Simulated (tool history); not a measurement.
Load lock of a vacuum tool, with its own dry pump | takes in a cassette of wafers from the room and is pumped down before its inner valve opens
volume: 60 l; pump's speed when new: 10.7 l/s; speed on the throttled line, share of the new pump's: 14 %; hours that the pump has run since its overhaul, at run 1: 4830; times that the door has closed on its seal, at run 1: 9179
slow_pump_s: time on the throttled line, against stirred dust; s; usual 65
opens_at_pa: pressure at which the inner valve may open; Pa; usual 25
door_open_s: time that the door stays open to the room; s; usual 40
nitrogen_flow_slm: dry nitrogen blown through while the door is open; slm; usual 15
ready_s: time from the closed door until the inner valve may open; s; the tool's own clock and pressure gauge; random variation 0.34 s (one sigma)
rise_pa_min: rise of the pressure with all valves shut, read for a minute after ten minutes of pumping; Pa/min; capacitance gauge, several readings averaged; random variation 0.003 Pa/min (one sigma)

run    hour  slow_pump_s  opens_at_pa  door_open_s  nitrogen_flow_slm  hours that the pump has run since its overhaul  times that the door has closed on its seal  incoming humidity of the room's air, %  ready_s  rise_pa_min
  1       0           65           25           40                 15                                            4830                                        9179                                    45.5    104.3        0.064
  2   270.8           65           25           40                 15                                            5100                                       10278                                    46.6    103.9        0.082
  3   485.4           65           25           46                 15                                            5315                                       11149                                    46.7    104.1        0.087
  4   780.2           65           25           46                 15                                            5610                                       12345                                    42.5    104.7        0.088
  5   975.7           65           25           40                 15                                            5805                                       13139                                    42.9    104.8        0.092
  6    1118           65           25           40                 15                                            5948                                       13717                                    46.8      104        0.106
  7  1332.6           65           25           40                 15                                            6162                                       14588                                    46.3    104.6         0.11
  8  1512.2           65           25           97                 15                                            6342                                       15317                                    44.8    104.2        0.129
  9  1764.9           65           25           40                 15                                            6595                                       16343                                    43.4    104.4        0.127
 10  1939.9           65           25           40                 15                                            6770                                       17053                                    44.9    105.1        0.126
 11  2241.2           65           25           40                 15                                            7071                                       18276                                      44    104.9        0.142
 12  2451.9           65           25           40                 15                                            7282                                       19131                                    46.9      105        0.159
 13  2581.2           65           25           40                 15                                            7411                                       19656                                    44.8    105.3        0.157
 14  2829.9           65           31           40                 15                                            7660                                       20666                                    48.2    104.1        0.174
 15  2967.4           65           25           40                 15                                            7797                                       21224                                    47.1    105.3        0.178
 16    3204           81           25           40                 15                                            8034                                       22184                                    46.4    118.7        0.184
 17  3380.2           81           25           40                 15                                            8210                                       22899                                    44.3    118.3        0.189
 18  3674.2           65           40           40                 15                                            8504                                       24092                                    44.4      102        0.204
 19  3952.5           65           25           40                 15                                            8782                                       25222                                    43.9    106.6        0.209
 20  4088.8           65           25           40                 15                                            8918                                       25775                                    46.8    105.1         0.22
 21  4288.9           65           25           40                 15                                            9119                                       26588                                    48.7    105.3        0.231
 22  4607.2           53           34           49                 15                                            9437                                       27880                                    45.7     93.8         0.25
 23  4822.6           53           34          157                 15                                            9652                                       28754                                      48     94.3        0.294
 24    4979           53           34          157                 15                                            9809                                       29389                                    43.4     94.2        0.309
 25  5248.4           53           34          157                 15                                           10078                                       30482                                      45       94        0.328
 26  5378.6           53           19           94                 15                                           10208                                       31011                                    45.1     97.6        0.316
 27  5690.3           34           28           30                  6                                           10520                                       32276                                    42.6     79.7        0.319
 28  5899.3           88           25           40                 18                                           10729                                       33125                                    44.7      125        0.325
 29  6062.5           88           25           40                 33                                           10892                                       33787                                    45.5    125.9        0.331
 30  6257.5           43           25           40                 15                                           11087                                       34578                                      46     87.8        0.354
 31  6577.1           43           25           40                 15                                           11407                                       35876                                    44.5     87.5        0.384
     6651.1  -- door's seal changed, seat wiped
 32  6820.8           36           25           74                 15                                           11649                                         689                                      47     82.5         0.04
 33  7014.9           59           25           74                  6                                           11843                                        1477                                    47.8    101.7        0.058
 34  7295.3           65           25           60                 15                                           12123                                        2615                                      46    106.6         0.04
 35  7610.3           40           41          114                  5                                           12438                                        3894                                    43.3     83.2        0.085
 36  7856.3           77           25           40                 15                                           12684                                        4892                                      46    116.7        0.039
 37  8015.6           65           28          122                 12                                           12844                                        5539                                    45.8    106.2        0.077

How the hidden state differs across the entries between the runs, from the last listed run before each to the first after it:
Between runs 31 and 32: door's seal changed, seat wiped (hour 6651.1)
  pump's speed, % of a new pump's: 89.5 -> 89.2; leak at the door's seal, Pa l/s: 0.354 -> 0.0039
  measured less the result without the state, ready_s: +4.7 -> +5 s; rise_pa_min: +0.355 -> +0.002 Pa/min

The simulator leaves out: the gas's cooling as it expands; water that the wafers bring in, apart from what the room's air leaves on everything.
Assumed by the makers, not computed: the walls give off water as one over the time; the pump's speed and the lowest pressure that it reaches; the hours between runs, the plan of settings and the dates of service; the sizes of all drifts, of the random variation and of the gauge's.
